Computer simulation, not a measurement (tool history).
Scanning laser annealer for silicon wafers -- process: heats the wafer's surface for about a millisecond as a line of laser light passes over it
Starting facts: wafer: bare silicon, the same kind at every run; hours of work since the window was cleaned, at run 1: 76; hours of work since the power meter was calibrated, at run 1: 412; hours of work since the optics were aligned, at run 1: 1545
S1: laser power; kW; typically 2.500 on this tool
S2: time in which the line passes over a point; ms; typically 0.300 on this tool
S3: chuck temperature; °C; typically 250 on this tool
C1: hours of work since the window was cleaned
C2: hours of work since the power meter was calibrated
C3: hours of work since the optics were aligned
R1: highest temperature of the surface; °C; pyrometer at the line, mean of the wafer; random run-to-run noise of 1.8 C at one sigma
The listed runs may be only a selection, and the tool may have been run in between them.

| run | day | S1 | S2 | S3 | C1 | C2 | C3 | R1 |
|---|---|---|---|---|---|---|---|---|
| 1 | 0.000 | 2.500 | 0.300 | 250 | 76 | 412 | 1545 | 1025 |
| 2 | 1.204 | 2.500 | 0.300 | 287 | 97 | 433 | 1566 | 1065 |
| 3 | 2.471 | 2.500 | 0.300 | 287 | 120 | 455 | 1589 | 1063 |
| 4 | 3.717 | 2.500 | 0.300 | 287 | 141 | 477 | 1611 | 1061 |
|  | 4.454 | optics aligned, line set to its width |
| 5 | 5.400 | 2.500 | 0.300 | 287 | 167 | 503 | 17 | 1082 |
| 6 | 6.642 | 2.500 | 0.300 | 287 | 189 | 525 | 38 | 1081 |
| 7 | 7.575 | 2.500 | 0.300 | 287 | 206 | 542 | 55 | 1080 |
| 8 | 8.775 | 2.500 | 0.344 | 250 | 227 | 563 | 76 | 1102 |
| 9 | 10.021 | 2.500 | 0.344 | 250 | 249 | 585 | 98 | 1103 |
| 10 | 10.800 | 2.500 | 0.344 | 250 | 262 | 598 | 112 | 1102 |
| 11 | 12.250 | 2.500 | 0.300 | 213 | 288 | 624 | 137 | 1002 |
| 12 | 13.796 | 2.500 | 0.300 | 213 | 315 | 651 | 164 | 999 |
| 13 | 15.246 | 2.500 | 0.300 | 213 | 341 | 676 | 190 | 996 |
| 14 | 15.992 | 2.500 | 0.300 | 252 | 354 | 690 | 203 | 1034 |
| 15 | 17.675 | 2.500 | 0.300 | 252 | 383 | 719 | 233 | 1032 |
| 16 | 18.538 | 2.500 | 0.300 | 252 | 399 | 734 | 248 | 1035 |
| 17 | 20.250 | 2.500 | 0.300 | 250 | 429 | 765 | 278 | 1027 |
| 18 | 21.104 | 2.500 | 0.300 | 250 | 444 | 780 | 293 | 1027 |
|  | 22.767 | window over the wafer cleaned |
| 19 | 22.767 | 2.500 | 0.375 | 250 | 0 | 807 | 321 | 1150 |
| 20 | 24.417 | 2.500 | 0.375 | 250 | 29 | 836 | 350 | 1151 |
| 21 | 25.138 | 2.500 | 0.375 | 250 | 42 | 849 | 362 | 1147 |
| 22 | 26.392 | 2.500 | 0.375 | 250 | 64 | 871 | 384 | 1146 |
| 23 | 27.800 | 2.545 | 0.363 | 242 | 89 | 896 | 409 | 1140 |
| 24 | 29.117 | 2.711 | 0.300 | 283 | 112 | 919 | 432 | 1162 |
| 25 | 30.821 | 2.729 | 0.300 | 258 | 142 | 949 | 462 | 1136 |
| 26 | 32.529 | 2.651 | 0.300 | 211 | 172 | 979 | 492 | 1056 |
| 27 | 33.329 | 2.550 | 0.364 | 250 | 186 | 993 | 506 | 1145 |
| 28 | 34.654 | 2.394 | 0.305 | 277 | 209 | 1016 | 530 | 1024 |
| 29 | 35.517 | 2.676 | 0.361 | 234 | 224 | 1032 | 545 | 1180 |
| 30 | 36.296 | 2.704 | 0.360 | 286 | 238 | 1045 | 559 | 1239 |
| 31 | 37.188 | 2.581 | 0.259 | 289 | 254 | 1061 | 574 | 1037 |
| 32 | 38.575 | 2.581 | 0.259 | 289 | 278 | 1085 | 599 | 1037 |
| 33 | 39.712 | 2.725 | 0.309 | 250 | 298 | 1105 | 619 | 1134 |
| 34 | 41.146 | 2.725 | 0.309 | 250 | 323 | 1131 | 644 | 1130 |
| 35 | 42.717 | 2.612 | 0.275 | 217 | 351 | 1158 | 672 | 998 |
| 36 | 43.496 | 2.500 | 0.256 | 284 | 365 | 1172 | 685 | 992 |
| 37 | 44.529 | 2.500 | 0.256 | 284 | 383 | 1190 | 704 | 992 |
| 38 | 45.612 | 2.193 | 0.300 | 282 | 402 | 1209 | 723 | 933 |
| 39 | 47.271 | 2.500 | 0.291 | 251 | 431 | 1238 | 752 | 1007 |
| 40 | 48.421 | 2.345 | 0.291 | 251 | 451 | 1259 | 772 | 946 |

How would selected steps in R1 from run to run divide? Give the signed amount a tool lacking its hidden state would still show from settings, what came in and random variation, and the signed amount left for the hidden state, including any gauge scatter that is not in both of the compared results.
The hidden state here: light that passes the window, % of a clean one's; laser's true power over the reading, %; width of the line over the set one, %; drift of the gauge itself on peak_c, C.
Run 4 -> 5: optics aligned, line set to its width. R1 +21 °C: hidden state +24, all else -3.
Run 18 -> 19: S2 0.300 -> 0.375, window over the wafer cleaned. R1 +123 °C: hidden state +20, all else +103.
Run 28 -> 29: S1 2.394 -> 2.676, S2 0.305 -> 0.361, S3 277 -> 234. R1 +156 °C: hidden state -9, all else +165.
Run 30 -> 31: S1 2.704 -> 2.581, S2 0.360 -> 0.259, S3 286 -> 289. R1 -202 °C: hidden state +8, all else -210.
Run 34 -> 35: S1 2.725 -> 2.612, S2 0.309 -> 0.275, S3 250 -> 217. R1 -132 °C: hidden state +4, all else -136.
